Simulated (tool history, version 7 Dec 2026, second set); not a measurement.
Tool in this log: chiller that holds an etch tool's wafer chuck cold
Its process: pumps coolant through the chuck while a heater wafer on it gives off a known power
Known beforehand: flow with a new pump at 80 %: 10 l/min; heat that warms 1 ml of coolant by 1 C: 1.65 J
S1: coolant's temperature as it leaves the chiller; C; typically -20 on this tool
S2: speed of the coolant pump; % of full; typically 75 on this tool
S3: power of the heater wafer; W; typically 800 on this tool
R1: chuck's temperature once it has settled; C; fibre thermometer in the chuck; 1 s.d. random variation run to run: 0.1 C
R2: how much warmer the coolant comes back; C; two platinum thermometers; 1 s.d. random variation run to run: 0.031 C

run    hour   S1  S2    S3     R1    R2
  1       0  -20  75   800    -12  3.16
  2    77.2  -20  75   800  -11.8  3.22
  3   199.8  -20  75   800  -11.9  3.16
  4   322.1  -20  75   800    -12   3.2
  5   445.1  -20  75   800  -11.6  3.21
  6   558.4  -20  75   800  -11.8  3.15
  7   629.2  -20  75   800  -11.8  3.18
  8   692.3  -11  75   800   -2.7  3.24
  9   779.7  -11  75   800   -2.8  3.15
 10   845.1  -20  75   683  -12.9  2.72
 11   932.4  -20  75   800  -11.7  3.19
 12  1022.1  -20  75   800  -11.6  3.22
 13  1143.6  -20  75   800  -11.7  3.25
 14  1214.9  -20  75   800  -11.6   3.2
 15    1307  -20  75   800  -11.5  3.19
 16  1406.9  -20  75   800  -11.4   3.2
     1418.8  -- coolant pump overhauled
 17  1519.4  -29  99   618  -23.4  1.85
 18  1625.7  -29  99   618  -23.3  1.88
 19  1731.9  -11  70   561   -4.9  2.47
 20  1813.9  -24  99  1139  -13.8  3.37
 21  1877.1  -28  67   431    -23  2.02

Estimate the outcome of run 22 from the log above:
     1937.9  -- coolant pump overhauled, once more
 22  1983.5  -28  67  431   ?   ?

{"run 22": {"R1": -23.2, "R2": 1.88}}
With the hidden condition absent and the run-to-run variation left alone, this run would have shown R1 -23.5 C, R2 1.9 C.
